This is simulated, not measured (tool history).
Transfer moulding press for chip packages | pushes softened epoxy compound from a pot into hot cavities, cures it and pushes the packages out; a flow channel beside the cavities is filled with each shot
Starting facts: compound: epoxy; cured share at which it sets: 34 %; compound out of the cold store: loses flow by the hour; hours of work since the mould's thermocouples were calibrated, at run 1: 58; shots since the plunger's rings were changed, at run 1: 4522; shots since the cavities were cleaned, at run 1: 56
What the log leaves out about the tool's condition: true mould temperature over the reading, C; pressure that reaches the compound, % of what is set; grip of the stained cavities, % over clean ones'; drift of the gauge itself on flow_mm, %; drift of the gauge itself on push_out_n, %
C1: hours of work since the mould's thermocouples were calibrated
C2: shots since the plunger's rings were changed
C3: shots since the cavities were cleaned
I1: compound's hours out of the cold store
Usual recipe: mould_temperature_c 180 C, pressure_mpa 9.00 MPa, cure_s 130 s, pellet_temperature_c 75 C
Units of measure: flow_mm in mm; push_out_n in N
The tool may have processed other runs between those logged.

run 1 hour=0.0 | mould_temperature_c=180 pressure_mpa=9.00 cure_s=130 pellet_temperature_c=75 | C1=58 C2=4522 C3=56 | I1=18.9 | flow_mm=750 push_out_n=522
run 2 hour=90.9 | mould_temperature_c=180 pressure_mpa=9.00 cure_s=130 pellet_temperature_c=75 | C1=100 C2=5182 C3=716 | I1=10.3 | flow_mm=762 push_out_n=739
-- hour=115.0 cavities cleaned with cleaning compound and waxed
-- hour=164.2 plunger's sealing rings changed
run 3 hour=164.2 | mould_temperature_c=180 pressure_mpa=9.00 cure_s=130 pellet_temperature_c=75 | C1=133 C2=0 C3=339 | I1=10.8 | flow_mm=843 push_out_n=665
run 4 hour=228.4 | mould_temperature_c=180 pressure_mpa=9.00 cure_s=130 pellet_temperature_c=75 | C1=162 C2=466 C3=805 | I1=34.2 | flow_mm=774 push_out_n=715
-- hour=236.5 cavities cleaned with cleaning compound and waxed
run 5 hour=308.5 | mould_temperature_c=180 pressure_mpa=9.00 cure_s=130 pellet_temperature_c=75 | C1=199 C2=1037 C3=523 | I1=18.2 | flow_mm=809 push_out_n=691
-- hour=355.5 cavities cleaned with cleaning compound and waxed
run 6 hour=360.3 | mould_temperature_c=180 pressure_mpa=9.00 cure_s=130 pellet_temperature_c=75 | C1=222 C2=1403 C3=35 | I1=21.5 | flow_mm=786 push_out_n=519
run 7 hour=431.0 | mould_temperature_c=180 pressure_mpa=9.00 cure_s=130 pellet_temperature_c=75 | C1=255 C2=1916 C3=548 | I1=26.4 | flow_mm=780 push_out_n=690
-- hour=474.6 cavities cleaned with cleaning compound and waxed
run 8 hour=515.9 | mould_temperature_c=180 pressure_mpa=9.00 cure_s=130 pellet_temperature_c=75 | C1=294 C2=2521 C3=299 | I1=46.8 | flow_mm=711 push_out_n=630
-- hour=595.5 cavities cleaned with cleaning compound and waxed
run 9 hour=595.5 | mould_temperature_c=180 pressure_mpa=9.00 cure_s=130 pellet_temperature_c=75 | C1=330 C2=3088 C3=0 | I1=16.4 | flow_mm=786 push_out_n=475
run 10 hour=691.5 | mould_temperature_c=180 pressure_mpa=9.00 cure_s=130 pellet_temperature_c=75 | C1=375 C2=3785 C3=697 | I1=14.5 | flow_mm=782 push_out_n=724
-- hour=716.3 cavities cleaned with cleaning compound and waxed
run 11 hour=741.1 | mould_temperature_c=180 pressure_mpa=9.00 cure_s=141 pellet_temperature_c=75 | C1=397 C2=4135 C3=180 | I1=39.0 | flow_mm=709 push_out_n=544
run 12 hour=814.6 | mould_temperature_c=187 pressure_mpa=9.00 cure_s=141 pellet_temperature_c=75 | C1=432 C2=4668 C3=713 | I1=22.0 | flow_mm=716 push_out_n=615
-- hour=836.6 cavities cleaned with cleaning compound and waxed
run 13 hour=873.9 | mould_temperature_c=187 pressure_mpa=9.00 cure_s=141 pellet_temperature_c=75 | C1=458 C2=5088 C3=271 | I1=19.5 | flow_mm=715 push_out_n=552
run 14 hour=918.7 | mould_temperature_c=187 pressure_mpa=9.00 cure_s=141 pellet_temperature_c=75 | C1=479 C2=5414 C3=597 | I1=18.4 | flow_mm=715 push_out_n=597
-- hour=955.4 cavities cleaned with cleaning compound and waxed
-- hour=963.9 plunger's sealing rings changed
run 15 hour=979.2 | mould_temperature_c=187 pressure_mpa=9.00 cure_s=141 pellet_temperature_c=75 | C1=505 C2=111 C3=155 | I1=24.3 | flow_mm=775 push_out_n=544
run 16 hour=1019.4 | mould_temperature_c=180 pressure_mpa=9.00 cure_s=130 pellet_temperature_c=68 | C1=524 C2=403 C3=447 | I1=26.0 | flow_mm=798 push_out_n=685
-- hour=1080.4 cavities cleaned with cleaning compound and waxed
run 17 hour=1117.8 | mould_temperature_c=178 pressure_mpa=9.33 cure_s=136 pellet_temperature_c=69 | C1=569 C2=1107 C3=272 | I1=27.4 | flow_mm=809 push_out_n=619
run 18 hour=1177.6 | mould_temperature_c=179 pressure_mpa=10.22 cure_s=116 pellet_temperature_c=81 | C1=597 C2=1540 C3=705 | I1=45.6 | flow_mm=774 push_out_n=791
-- hour=1202.8 cavities cleaned with cleaning compound and waxed
run 19 hour=1264.3 | mould_temperature_c=186 pressure_mpa=9.00 cure_s=130 pellet_temperature_c=67 | C1=637 C2=2159 C3=446 | I1=26.8 | flow_mm=743 push_out_n=603
run 20 hour=1319.0 | mould_temperature_c=186 pressure_mpa=9.00 cure_s=130 pellet_temperature_c=67 | C1=662 C2=2556 C3=843 | I1=12.7 | flow_mm=783 push_out_n=681

Forecast each of these 3 alternatives for the next run:
-- hour=1326.1 cavities cleaned with cleaning compound and waxed
run A hour=1386.2 | mould_temperature_c=186 pressure_mpa=9.00 cure_s=130 pellet_temperature_c=68 | C1=693 C2=3034 C3=436 | I1=13.5 | flow_mm=? push_out_n=?
-- hour=1326.1 cavities cleaned with cleaning compound and waxed
run B hour=1386.2 | mould_temperature_c=186 pressure_mpa=9.00 cure_s=130 pellet_temperature_c=67 | C1=693 C2=3034 C3=436 | I1=20.1 | flow_mm=? push_out_n=?
-- hour=1326.1 cavities cleaned with cleaning compound and waxed
run C hour=1386.2 | mould_temperature_c=185 pressure_mpa=8.76 cure_s=130 pellet_temperature_c=67 | C1=693 C2=3034 C3=436 | I1=13.5 | flow_mm=? push_out_n=?

run=A flow_mm=766 push_out_n=613
run=B flow_mm=746 push_out_n=600
run=C flow_mm=754 push_out_n=597
Had the tool no hidden state, the same runs would have come out as:
run=A flow_mm=817 push_out_n=422
run=B flow_mm=795 push_out_n=413
run=C flow_mm=804 push_out_n=411

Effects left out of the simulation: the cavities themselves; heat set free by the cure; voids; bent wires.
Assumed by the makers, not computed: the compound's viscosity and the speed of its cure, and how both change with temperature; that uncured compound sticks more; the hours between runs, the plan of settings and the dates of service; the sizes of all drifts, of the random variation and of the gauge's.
